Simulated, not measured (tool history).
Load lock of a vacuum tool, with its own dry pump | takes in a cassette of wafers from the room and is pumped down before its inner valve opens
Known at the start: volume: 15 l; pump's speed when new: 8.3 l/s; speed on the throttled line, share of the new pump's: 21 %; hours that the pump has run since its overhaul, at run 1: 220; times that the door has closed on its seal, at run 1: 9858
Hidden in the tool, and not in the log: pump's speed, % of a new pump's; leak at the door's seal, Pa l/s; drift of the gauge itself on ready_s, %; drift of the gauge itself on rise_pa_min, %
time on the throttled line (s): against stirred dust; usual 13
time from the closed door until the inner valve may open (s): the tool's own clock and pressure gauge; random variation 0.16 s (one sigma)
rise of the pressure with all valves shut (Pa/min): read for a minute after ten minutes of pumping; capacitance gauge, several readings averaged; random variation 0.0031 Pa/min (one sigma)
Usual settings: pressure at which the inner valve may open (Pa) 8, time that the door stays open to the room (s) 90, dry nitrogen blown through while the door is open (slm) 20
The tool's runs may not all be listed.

run,day,time on the throttled line (s),pressure at which the inner valve may open (Pa),time that the door stays open to the room (s),dry nitrogen blown through while the door is open (slm),hours that the pump has run since its overhaul,times that the door has closed on its seal,"incoming humidity of the room's air, %",time from the closed door until the inner valve may open (s),rise of the pressure with all valves shut (Pa/min)
1,0,13,8,90,20,220,9858,44.2,27.5,0.081
2,6.517,13,8,90,20,377,10574,49.4,27.7,0.078
3,11.512,13,8,90,20,497,11123,43,27.6,0.077
4,14.746,13,8,90,20,574,11478,42.5,27.6,0.074
5,18.742,13,8,90,7,670,11917,43.8,27.6,0.088
6,24.579,13,8,90,4,810,12559,44,27.9,0.106
7,28.108,10,8,90,20,895,12947,46.4,25.5,0.08
8,33.567,10,8,90,20,1026,13547,45.9,25.4,0.084
9,37.296,10,8,90,20,1115,13957,44.2,25.6,0.075
10,40.121,13,9,90,20,1183,14267,44.4,28,0.085
11,45.65,13,9,90,20,1316,14875,47.7,27.8,0.092
12,50.7,13,8,90,6,1437,15430,44.9,28.1,0.098
13,56.15,13,8,90,20,1568,16029,45.7,28.1,0.088
14,61.921,13,8,90,20,1706,16663,43.5,28.1,0.084
15,65.925,13,8,90,20,1803,17103,45.8,28.1,0.09
16,68.975,13,8,90,20,1876,17438,43.5,27.9,0.09
17,71.812,13,8,90,20,1944,17750,51.2,28,0.102
18,77.742,13,8,90,20,2086,18402,41.8,28.1,0.091
19,80.717,13,8,90,20,2158,18729,44.7,28,0.095
20,87.404,23,8,90,28,2318,19464,48.2,35.7,0.092
21,90.6,13,15,88,7,2395,19815,45.7,26.9,0.114
22,94.129,6,9,95,7,2479,20203,44,22.5,0.117
23,98.408,13,8,90,5,2582,20674,40.5,28,0.111
24,103.617,6,8,30,5,2707,21246,47.1,22.7,0.09
25,109.529,12,10,90,12,2849,21896,45.5,27.2,0.116
26,115.329,22,7,201,10,2988,22533,47.1,35.8,0.167
27,118.496,6,8,204,20,3064,22882,46,22.9,0.146
28,123.396,26,9,79,15,3182,23420,47.4,38.1,0.119
29,128.867,26,9,79,15,3313,24021,45.1,38.1,0.116
30,133.112,9,15,205,16,3415,24488,47.5,24,0.159
31,138.179,13,8,184,7,3537,25045,46.2,28.3,0.175
32,144.862,13,8,39,20,3697,25780,46.1,28.4,0.096
33,148.379,18,8,39,10,3781,26166,44.3,32.6,0.1
34,153.267,18,8,39,10,3899,26703,46.1,32.7,0.115
35,158.725,18,8,37,5,4030,27303,46.8,32.2,0.114
36,161.479,11,11,41,17,4096,27606,44.4,26.1,0.104
37,166.492,11,11,41,17,4216,28157,43.1,26.5,0.11
38,173.129,13,11,212,16,4375,28886,43.9,28.1,0.173

Hidden state or all else? Some run-to-run changes of time from the closed door until the inner valve may open (s), split into what the settings, what came in and random variation would give without the hidden state, and what is left for the hidden state (with any gauge scatter that isn't in both results):
Run 23 -> 24: time on the throttled line (s) 13 -> 6, time that the door stays open to the room (s) 90 -> 30. time from the closed door until the inner valve may open (s) -5.3: hidden state +0.2, all else -5.5.
Run 26 -> 27: time on the throttled line (s) 22 -> 6, pressure at which the inner valve may open (Pa) 7 -> 8, time that the door stays open to the room (s) 201 -> 204, dry nitrogen blown through while the door is open (slm) 10 -> 20. time from the closed door until the inner valve may open (s) -12.9: hidden state +0.2, all else -13.1.
Run 27 -> 28: time on the throttled line (s) 6 -> 26, pressure at which the inner valve may open (Pa) 8 -> 9, time that the door stays open to the room (s) 204 -> 79, dry nitrogen blown through while the door is open (slm) 20 -> 15. time from the closed door until the inner valve may open (s) +15.2: hidden state -0.2, all else +15.4.
Run 29 -> 30: time on the throttled line (s) 26 -> 9, pressure at which the inner valve may open (Pa) 9 -> 15, time that the door stays open to the room (s) 79 -> 205, dry nitrogen blown through while the door is open (slm) 15 -> 16. time from the closed door until the inner valve may open (s) -14.1: hidden state +0.1, all else -14.2.
